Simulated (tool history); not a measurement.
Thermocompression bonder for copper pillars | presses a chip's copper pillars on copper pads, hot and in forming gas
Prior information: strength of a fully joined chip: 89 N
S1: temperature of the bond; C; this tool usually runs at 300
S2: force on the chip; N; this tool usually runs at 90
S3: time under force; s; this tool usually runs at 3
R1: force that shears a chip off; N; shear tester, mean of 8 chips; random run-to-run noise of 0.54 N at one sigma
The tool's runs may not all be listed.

| run | hour | S1 | S2 | S3 | R1 |
|---|---|---|---|---|---|
| 1 | 0 | 300 | 90 | 3 | 42.8 |
| 2 | 12.9 | 300 | 90 | 3 | 42.6 |
| 3 | 23.6 | 300 | 90 | 3 | 42.4 |
| 4 | 32.5 | 300 | 90 | 3 | 43.5 |
| 5 | 39.5 | 300 | 90 | 3 | 41.7 |
| 6 | 48 | 298 | 90 | 3 | 41.6 |
| 7 | 61.1 | 288 | 90 | 3 | 38.2 |
| 8 | 67.7 | 288 | 90 | 3 | 37.8 |
| 9 | 73.5 | 317 | 90 | 3 | 48.4 |
| 10 | 83.8 | 317 | 90 | 3 | 49.8 |
| 11 | 94 | 317 | 116 | 3 | 56.4 |
| 12 | 107.3 | 300 | 90 | 5 | 50.2 |
| 13 | 120.1 | 300 | 90 | 2 | 36.6 |
| 14 | 130.3 | 300 | 90 | 3 | 42.7 |
| 15 | 138.8 | 300 | 90 | 3 | 43.2 |
| 16 | 144.3 | 300 | 90 | 3 | 41.9 |
| 17 | 155.3 | 302 | 90 | 3 | 43.2 |
| 18 | 161.2 | 300 | 107 | 6 | 57.9 |
| 19 | 168.4 | 300 | 107 | 7 | 58.6 |
| 20 | 174 | 300 | 90 | 7 | 55.1 |
| 21 | 184.3 | 328 | 56 | 8 | 55.6 |
|  | 187 | heater calibrated with a thermocouple chip |
| 22 | 195.6 | 278 | 62 | 5 | 31.7 |
| 23 | 202.7 | 278 | 62 | 5 | 32.5 |
| 24 | 210.4 | 286 | 73 | 3 | 30.7 |
| 25 | 222.9 | 315 | 73 | 2 | 36 |
| 26 | 229.7 | 315 | 73 | 2 | 36 |
| 27 | 235.7 | 327 | 70 | 2 | 38.9 |
| 28 | 244.8 | 327 | 70 | 2 | 39.4 |
|  | 255.5 | heater calibrated with a thermocouple chip, once more |
| 29 | 257.3 | 300 | 62 | 3 | 36.5 |
| 30 | 265.3 | 322 | 92 | 2 | 48 |
| 31 | 275.5 | 303 | 86 | 2 | 39.5 |

Alternative continuations, all from the tool just after run 31; predict every row:
| A | 288.2 | 285 | 125 | 3 | ? |
| B | 288.2 | 300 | 90 | 4 | ? |
| C | 288.2 | 291 | 71 | 2 | ? |
| D | 288.2 | 291 | 67 | 5 | ? |
| E | 288.2 | 303 | 86 | 2 | ? |

| run | R1 |
|---|---|
| A | 48.1 |
| B | 49.8 |
| C | 31.3 |
| D | 41.8 |
| E | 39.7 |
Had the tool no hidden state, the same runs would have come out as:
| run | R1 |
|---|---|
| A | 51.5 |
| B | 53.3 |
| C | 33.3 |
| D | 44.7 |
| E | 42.4 |

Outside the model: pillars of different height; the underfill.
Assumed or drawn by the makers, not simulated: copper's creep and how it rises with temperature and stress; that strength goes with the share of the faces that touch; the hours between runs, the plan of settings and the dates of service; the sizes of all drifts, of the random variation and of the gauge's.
